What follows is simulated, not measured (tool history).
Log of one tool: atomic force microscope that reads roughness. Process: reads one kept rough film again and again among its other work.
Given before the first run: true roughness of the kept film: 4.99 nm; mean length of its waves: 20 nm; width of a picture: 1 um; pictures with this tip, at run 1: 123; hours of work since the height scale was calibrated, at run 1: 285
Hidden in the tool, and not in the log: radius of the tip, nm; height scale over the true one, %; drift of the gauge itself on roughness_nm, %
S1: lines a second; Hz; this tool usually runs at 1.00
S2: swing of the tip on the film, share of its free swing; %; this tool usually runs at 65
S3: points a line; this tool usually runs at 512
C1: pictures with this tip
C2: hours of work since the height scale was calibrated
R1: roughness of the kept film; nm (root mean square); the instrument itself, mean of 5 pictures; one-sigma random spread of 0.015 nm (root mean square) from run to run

Run 1, hour 0.0: usual settings; C1 123; C2 285. Result: R1 2.895 nm (root mean square).
Run 2, hour 12.7: usual settings; C1 133; C2 291. Result: R1 2.861 nm (root mean square).
Run 3, hour 29.2: usual settings; C1 146; C2 299. Result: R1 2.818 nm (root mean square).
Run 4, hour 38.1: usual settings; C1 152; C2 303. Result: R1 2.784 nm (root mean square).
Run 5, hour 52.8: usual settings but S3 395; C1 164; C2 310. Result: R1 2.702 nm (root mean square).
Run 6, hour 65.6: usual settings but S1 1.53 Hz; C1 174; C2 316. Result: R1 2.680 nm (root mean square).
Run 7, hour 83.0: usual settings but S2 61 %; C1 188; C2 324. Result: R1 2.650 nm (root mean square).
Run 8, hour 95.1: usual settings but S2 61 %; C1 197; C2 330. Result: R1 2.599 nm (root mean square).
Run 9, hour 104.4: usual settings but S1 3.42 Hz, S3 401; C1 204; C2 334. Result: R1 2.499 nm (root mean square).
Run 10, hour 117.1: usual settings but S1 3.42 Hz, S3 401; C1 214; C2 340. Result: R1 2.421 nm (root mean square).
Run 11, hour 128.4: usual settings but S2 73 %, S3 484; C1 223; C2 345. Result: R1 2.495 nm (root mean square).

3 options for the next run, each taken on its own from the tool as it stands now. Forecast them:
Run A, hour 137.0: usual settings but S2 75 %, S3 484; C1 230; C2 349. Result: R1 ?.
Run B, hour 137.0: usual settings but S1 1.60 Hz, S2 73 %, S3 484; C1 230; C2 349. Result: R1 ?.
Run C, hour 137.0: usual settings but S1 1.62 Hz; C1 230; C2 349. Result: R1 ?.

run     R1
  A  2.441
  B  2.441
  C  2.448
Stripped of hidden state, with their random variation kept, the same runs would have yielded:
run     R1
  A  3.566
  B  3.564
  C  3.574

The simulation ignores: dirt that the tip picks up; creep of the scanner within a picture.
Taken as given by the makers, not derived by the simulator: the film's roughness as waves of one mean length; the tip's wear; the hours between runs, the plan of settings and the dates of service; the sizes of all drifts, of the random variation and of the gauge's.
